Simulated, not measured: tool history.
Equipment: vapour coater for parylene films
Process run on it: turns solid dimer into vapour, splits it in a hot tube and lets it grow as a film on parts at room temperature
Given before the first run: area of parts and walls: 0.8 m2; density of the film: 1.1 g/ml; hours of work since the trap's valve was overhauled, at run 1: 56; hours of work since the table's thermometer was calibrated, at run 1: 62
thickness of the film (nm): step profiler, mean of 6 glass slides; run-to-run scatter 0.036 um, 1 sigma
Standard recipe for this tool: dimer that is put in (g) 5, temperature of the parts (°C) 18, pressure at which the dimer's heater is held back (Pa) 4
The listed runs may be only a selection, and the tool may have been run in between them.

run	day	dimer that is put in (g)	temperature of the parts (°C)	pressure at which the dimer's heater is held back (Pa)	hours of work since the trap's valve was overhauled	hours of work since the table's thermometer was calibrated	thickness of the film (nm)
1	0	5	18	4	56	62	3610
2	0.496	5	18	4	65	71	3630
3	1.175	5	18	4	77	83	3580
4	1.708	5	15	4	87	93	3960
5	2.012	5	20	4	93	98	3220
6	2.375	9	20	4	99	105	5920
7	3.042	9	20	4	111	117	5820
8	3.512	9	20	4	120	125	5730
9	3.842	9	20	4	126	131	5780
10	4.421	5	18	3.09	136	142	3600
11	4.958	5	18	3.09	146	152	3540
12	5.525	5	18	3.09	156	162	3580
13	6.054	5	18	3.09	166	171	3590
14	6.421	5	18	3.09	173	178	3610
15	6.75	5	18	4.8	179	184	3300
16	7.129	5	18	4	185	191	3380
17	7.742	5	18	4	197	202	3390
18	8.221	5	18	4	205	211	3370
19	8.8	5	18	4	216	221	3360
20	9.146	5	18	4	222	228	3310
21	9.717	5	18	4	232	238	3290
22	10.004	5	18	4	238	243	3270
23	10.471	5	18	4	246	252	3280

Forecast run 24:
24	11.038	5	18	4	256	262	?

Run 24 gave thickness of the film (nm) 3280.
Take away the tool's hidden state, keep the run-to-run variation as it was, and the same run would have given thickness of the film (nm) 3730.
